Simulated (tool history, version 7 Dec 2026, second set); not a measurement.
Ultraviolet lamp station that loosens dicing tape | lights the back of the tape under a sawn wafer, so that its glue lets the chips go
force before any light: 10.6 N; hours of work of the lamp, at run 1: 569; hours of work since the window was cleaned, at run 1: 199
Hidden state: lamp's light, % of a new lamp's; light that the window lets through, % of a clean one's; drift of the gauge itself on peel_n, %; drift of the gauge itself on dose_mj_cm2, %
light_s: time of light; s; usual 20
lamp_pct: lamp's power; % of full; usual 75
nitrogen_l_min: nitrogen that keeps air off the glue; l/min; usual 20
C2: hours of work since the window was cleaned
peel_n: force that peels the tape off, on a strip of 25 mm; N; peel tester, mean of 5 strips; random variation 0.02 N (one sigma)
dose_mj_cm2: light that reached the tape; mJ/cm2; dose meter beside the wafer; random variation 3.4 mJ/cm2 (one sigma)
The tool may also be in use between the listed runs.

Run 1, hour 0: usual settings; hours of work of the lamp 569; C2 199. Result: peel_n 1.632 N, dose_mj_cm2 432 mJ/cm2.
Run 2, hour 31.9: usual settings; hours of work of the lamp 585; C2 215. Result: peel_n 1.757 N, dose_mj_cm2 421 mJ/cm2.
Run 3, hour 85: usual settings; hours of work of the lamp 612; C2 242. Result: peel_n 1.724 N, dose_mj_cm2 413 mJ/cm2.
Run 4, hour 145.4: usual settings but nitrogen_l_min 25 l/min; hours of work of the lamp 643; C2 273. Result: peel_n 1.674 N, dose_mj_cm2 402 mJ/cm2.
Run 5, hour 177.7: usual settings but nitrogen_l_min 25 l/min; hours of work of the lamp 659; C2 289. Result: peel_n 1.715 N, dose_mj_cm2 402 mJ/cm2.
Run 6, hour 212.9: usual settings but nitrogen_l_min 25 l/min; hours of work of the lamp 677; C2 307. Result: peel_n 1.76 N, dose_mj_cm2 391 mJ/cm2.
Run 7, hour 278.1: usual settings but nitrogen_l_min 25 l/min; hours of work of the lamp 711; C2 340. Result: peel_n 1.861 N, dose_mj_cm2 380 mJ/cm2.
At hour 288.5: window cleaned of glue's vapour.
Run 8, hour 341.8: usual settings but nitrogen_l_min 25 l/min; hours of work of the lamp 743; C2 27. Result: peel_n 1.334 N, dose_mj_cm2 445 mJ/cm2.
Run 9, hour 405.2: usual settings but nitrogen_l_min 25 l/min; hours of work of the lamp 775; C2 59. Result: peel_n 1.467 N, dose_mj_cm2 433 mJ/cm2.
Run 10, hour 438.6: usual settings but nitrogen_l_min 25 l/min; hours of work of the lamp 792; C2 76. Result: peel_n 1.461 N, dose_mj_cm2 426 mJ/cm2.
Run 11, hour 493.3: usual settings but nitrogen_l_min 25 l/min; hours of work of the lamp 820; C2 104. Result: peel_n 1.551 N, dose_mj_cm2 421 mJ/cm2.
Run 12, hour 550.3: usual settings but nitrogen_l_min 25 l/min; hours of work of the lamp 849; C2 133. Result: peel_n 1.604 N, dose_mj_cm2 410 mJ/cm2.
Run 13, hour 599.7: usual settings; hours of work of the lamp 874; C2 159. Result: peel_n 1.831 N, dose_mj_cm2 399 mJ/cm2.
Run 14, hour 635.5: usual settings; hours of work of the lamp 892; C2 177. Result: peel_n 1.942 N, dose_mj_cm2 394 mJ/cm2.
Run 15, hour 672.4: usual settings; hours of work of the lamp 911; C2 196. Result: peel_n 1.948 N, dose_mj_cm2 383 mJ/cm2.
Run 16, hour 703.4: usual settings; hours of work of the lamp 927; C2 211. Result: peel_n 2.04 N, dose_mj_cm2 389 mJ/cm2.
Run 17, hour 745.6: usual settings but nitrogen_l_min 18 l/min; hours of work of the lamp 948; C2 233. Result: peel_n 2.177 N, dose_mj_cm2 374 mJ/cm2.
Run 18, hour 789.9: usual settings but nitrogen_l_min 18 l/min; hours of work of the lamp 971; C2 255. Result: peel_n 2.249 N, dose_mj_cm2 366 mJ/cm2.
Run 19, hour 827: usual settings but light_s 36 s, lamp_pct 88 % of full; hours of work of the lamp 990; C2 274. Result: peel_n 0.434 N, dose_mj_cm2 769 mJ/cm2.
Run 20, hour 854.4: usual settings but light_s 18 s, lamp_pct 62 % of full; hours of work of the lamp 1004; C2 288. Result: peel_n 3.317 N, dose_mj_cm2 267 mJ/cm2.
Run 21, hour 887.2: usual settings but light_s 36 s, lamp_pct 78 % of full, nitrogen_l_min 38 l/min; hours of work of the lamp 1021; C2 305. Result: peel_n 0.417 N, dose_mj_cm2 661 mJ/cm2.
Run 22, hour 921.9: usual settings but light_s 36 s, lamp_pct 82 % of full, nitrogen_l_min 18 l/min; hours of work of the lamp 1038; C2 323. Result: peel_n 0.617 N, dose_mj_cm2 690 mJ/cm2.
At hour 966.4: window cleaned of glue's vapour.
Run 23, hour 978.7: usual settings but light_s 23 s, lamp_pct 66 % of full; hours of work of the lamp 1067; C2 6. Result: peel_n 1.814 N, dose_mj_cm2 414 mJ/cm2.
Run 24, hour 1037.5: usual settings but light_s 12 s, nitrogen_l_min 8 l/min; hours of work of the lamp 1097; C2 36. Result: peel_n 4.904 N, dose_mj_cm2 243 mJ/cm2.
Run 25, hour 1087.1: usual settings but light_s 15 s, lamp_pct 88 % of full, nitrogen_l_min 9 l/min; hours of work of the lamp 1122; C2 61. Result: peel_n 3.194 N, dose_mj_cm2 343 mJ/cm2.
Run 26, hour 1129.7: usual settings but light_s 15 s, lamp_pct 66 % of full, nitrogen_l_min 10 l/min; hours of work of the lamp 1144; C2 83. Result: peel_n 4.389 N, dose_mj_cm2 258 mJ/cm2.
Run 27, hour 1183.3: usual settings but light_s 15 s, lamp_pct 66 % of full, nitrogen_l_min 10 l/min; hours of work of the lamp 1171; C2 110. Result: peel_n 4.561 N, dose_mj_cm2 247 mJ/cm2.
Run 28, hour 1239.5: usual settings but light_s 15 s, lamp_pct 66 % of full, nitrogen_l_min 10 l/min; hours of work of the lamp 1200; C2 139. Result: peel_n 4.631 N, dose_mj_cm2 243 mJ/cm2.
Run 29, hour 1280.5: usual settings but lamp_pct 69 % of full, nitrogen_l_min 18 l/min; hours of work of the lamp 1221; C2 160. Result: peel_n 2.652 N, dose_mj_cm2 326 mJ/cm2.
Run 30, hour 1344.4: usual settings but lamp_pct 69 % of full, nitrogen_l_min 18 l/min; hours of work of the lamp 1253; C2 193. Result: peel_n 2.743 N, dose_mj_cm2 323 mJ/cm2.
Run 31, hour 1394.6: usual settings but lamp_pct 69 % of full, nitrogen_l_min 18 l/min; hours of work of the lamp 1279; C2 218. Result: peel_n 2.926 N, dose_mj_cm2 316 mJ/cm2.
Run 32, hour 1422.7: usual settings but light_s 33 s, lamp_pct 68 % of full, nitrogen_l_min 8 l/min; hours of work of the lamp 1293; C2 232. Result: peel_n 2.021 N, dose_mj_cm2 507 mJ/cm2.
Run 33, hour 1470.7: usual settings but light_s 31 s, lamp_pct 62 % of full, nitrogen_l_min 6 l/min; hours of work of the lamp 1318; C2 257. Result: peel_n 3.028 N, dose_mj_cm2 420 mJ/cm2.
Run 34, hour 1505.1: usual settings but light_s 31 s, lamp_pct 78 % of full, nitrogen_l_min 6 l/min; hours of work of the lamp 1335; C2 274. Result: peel_n 2.204 N, dose_mj_cm2 520 mJ/cm2.
Run 35, hour 1556.9: usual settings but light_s 18 s, nitrogen_l_min 10 l/min; hours of work of the lamp 1361; C2 301. Result: peel_n 3.926 N, dose_mj_cm2 287 mJ/cm2.
Run 36, hour 1587.2: usual settings but light_s 11 s, lamp_pct 63 % of full, nitrogen_l_min 11 l/min; hours of work of the lamp 1377; C2 316. Result: peel_n 6.34 N, dose_mj_cm2 144 mJ/cm2.

Hidden state or all else? Some run-to-run changes of peel_n, split into what the settings, what came in and random variation would give without the hidden state, and what is left for the hidden state (with any gauge scatter that isn't in both results):
Run 18 -> 19: light_s 20 -> 36, lamp_pct 75 -> 88, nitrogen_l_min 18 -> 20. peel_n -1.815 N: hidden state -0.908, all else -0.907.
Run 19 -> 20: light_s 36 -> 18, lamp_pct 88 -> 62. peel_n +2.883 N: hidden state +1.262, all else +1.621.
Run 20 -> 21: light_s 18 -> 36, lamp_pct 62 -> 78, nitrogen_l_min 20 -> 38. peel_n -2.9 N: hidden state -1.265, all else -1.635.
Run 23 -> 24: light_s 23 -> 12, lamp_pct 66 -> 75, nitrogen_l_min 20 -> 8. peel_n +3.09 N: hidden state +0.479, all else +2.611.
